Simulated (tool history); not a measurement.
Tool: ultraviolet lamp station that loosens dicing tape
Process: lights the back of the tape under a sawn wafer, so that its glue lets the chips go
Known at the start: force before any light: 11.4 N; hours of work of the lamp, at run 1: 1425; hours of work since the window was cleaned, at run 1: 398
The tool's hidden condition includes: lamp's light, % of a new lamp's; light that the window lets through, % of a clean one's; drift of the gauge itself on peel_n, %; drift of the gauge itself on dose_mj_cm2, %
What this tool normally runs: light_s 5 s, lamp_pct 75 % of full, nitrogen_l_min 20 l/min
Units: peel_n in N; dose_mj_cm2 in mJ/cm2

| run | day | light_s | lamp_pct | nitrogen_l_min | hours of work of the lamp | hours of work since the window was cleaned | peel_n | dose_mj_cm2 |
|---|---|---|---|---|---|---|---|---|
| 1 | 0 | 5 | 75 | 20 | 1425 | 398 | 0.279 | 211 |
|  | 0.633 | lamp changed |
| 2 | 3.808 | 3 | 75 | 20 | 50 | 458 | 0.871 | 127 |
|  | 5.5 | window cleaned of glue's vapour |
| 3 | 5.854 | 3 | 72 | 20 | 83 | 6 | 0.934 | 122 |
| 4 | 7.483 | 3 | 92 | 20 | 109 | 32 | 0.537 | 156 |
| 5 | 11.3 | 3 | 92 | 20 | 169 | 92 | 0.57 | 156 |
| 6 | 14.533 | 3 | 92 | 20 | 221 | 144 | 0.534 | 158 |

The next listed run, before its measurement:
| 7 | 16.871 | 3 | 92 | 20 | 258 | 181 | ? | ? |

peel_n: 0.547 N
dose_mj_cm2: 156 mJ/cm2
Minus the tool's unlogged condition, the same run would have read peel_n 0.545 N, dose_mj_cm2 157 mJ/cm2.

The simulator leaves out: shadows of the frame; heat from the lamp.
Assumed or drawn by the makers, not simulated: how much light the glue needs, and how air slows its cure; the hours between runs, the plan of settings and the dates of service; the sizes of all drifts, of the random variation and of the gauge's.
